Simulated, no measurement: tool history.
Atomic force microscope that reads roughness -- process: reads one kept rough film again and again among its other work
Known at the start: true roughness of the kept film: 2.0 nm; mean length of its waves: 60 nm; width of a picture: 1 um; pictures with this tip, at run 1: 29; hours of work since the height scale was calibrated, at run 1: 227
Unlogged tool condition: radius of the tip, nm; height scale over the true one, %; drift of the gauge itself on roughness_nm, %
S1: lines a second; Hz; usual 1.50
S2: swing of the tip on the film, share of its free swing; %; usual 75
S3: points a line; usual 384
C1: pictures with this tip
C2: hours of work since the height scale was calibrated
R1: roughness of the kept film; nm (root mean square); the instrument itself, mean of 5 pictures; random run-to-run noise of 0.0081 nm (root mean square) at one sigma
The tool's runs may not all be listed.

Run 1, hour 0.0: usual settings; C1 29; C2 227. Result: R1 1.767 nm (root mean square).
Run 2, hour 7.9: usual settings; C1 47; C2 232. Result: R1 1.736 nm (root mean square).
Run 3, hour 14.3: usual settings; C1 61; C2 237. Result: R1 1.734 nm (root mean square).
Run 4, hour 22.9: usual settings; C1 81; C2 243. Result: R1 1.705 nm (root mean square).
Run 5, hour 28.7: usual settings; C1 94; C2 247. Result: R1 1.705 nm (root mean square).
At hour 33.4: new tip fitted.
Run 6, hour 35.5: usual settings; C1 4; C2 251. Result: R1 1.778 nm (root mean square).
Run 7, hour 39.5: usual settings but S2 66 %; C1 13; C2 254. Result: R1 1.850 nm (root mean square).
Run 8, hour 46.2: usual settings; C1 29; C2 258. Result: R1 1.737 nm (root mean square).
Run 9, hour 54.1: usual settings; C1 47; C2 264. Result: R1 1.752 nm (root mean square).
Run 10, hour 61.0: usual settings; C1 62; C2 268. Result: R1 1.725 nm (root mean square).
Run 11, hour 67.9: usual settings; C1 78; C2 273. Result: R1 1.716 nm (root mean square).
Run 12, hour 72.5: usual settings but S1 0.58 Hz, S2 81 %, S3 346; C1 88; C2 276. Result: R1 1.792 nm (root mean square).
At hour 79.9: new tip fitted.
Run 13, hour 80.0: usual settings but S1 1.12 Hz, S2 77 %; C1 0; C2 281. Result: R1 1.818 nm (root mean square).
Run 14, hour 86.6: usual settings but S1 0.91 Hz, S2 59 %, S3 376; C1 16; C2 286. Result: R1 1.905 nm (root mean square).
Run 15, hour 93.2: usual settings but S1 0.55 Hz, S2 86 %, S3 313; C1 31; C2 290. Result: R1 1.816 nm (root mean square).
Run 16, hour 100.6: usual settings but S1 2.49 Hz, S2 65 %, S3 418; C1 47; C2 295. Result: R1 1.760 nm (root mean square).
Run 17, hour 105.0: usual settings but S1 1.06 Hz, S2 76 %, S3 418; C1 57; C2 298. Result: R1 1.772 nm (root mean square).
Run 18, hour 109.4: usual settings but S1 2.94 Hz, S2 58 %, S3 303; C1 67; C2 301. Result: R1 1.771 nm (root mean square).
Run 19, hour 116.1: usual settings but S1 0.67 Hz, S2 56 %, S3 464; C1 83; C2 306. Result: R1 1.893 nm (root mean square).
Run 20, hour 124.6: usual settings but S2 89 %; C1 102; C2 311. Result: R1 1.538 nm (root mean square).
At hour 125.8: new tip fitted.
Run 21, hour 133.4: usual settings but S2 71 %; C1 17; C2 317. Result: R1 1.803 nm (root mean square).

What would each run have given without the hidden state, its run-to-run variation left as it was?
run     R1
  1  1.786
  2  1.767
  3  1.777
  4  1.764
  5  1.774
  6  1.776
  7  1.855
  8  1.755
  9  1.785
 10  1.768
 11  1.771
 12  1.858
 13  1.811
 14  1.912
 15  1.835
 16  1.790
 17  1.811
 18  1.819
 19  1.960
 20  1.607
 21  1.810
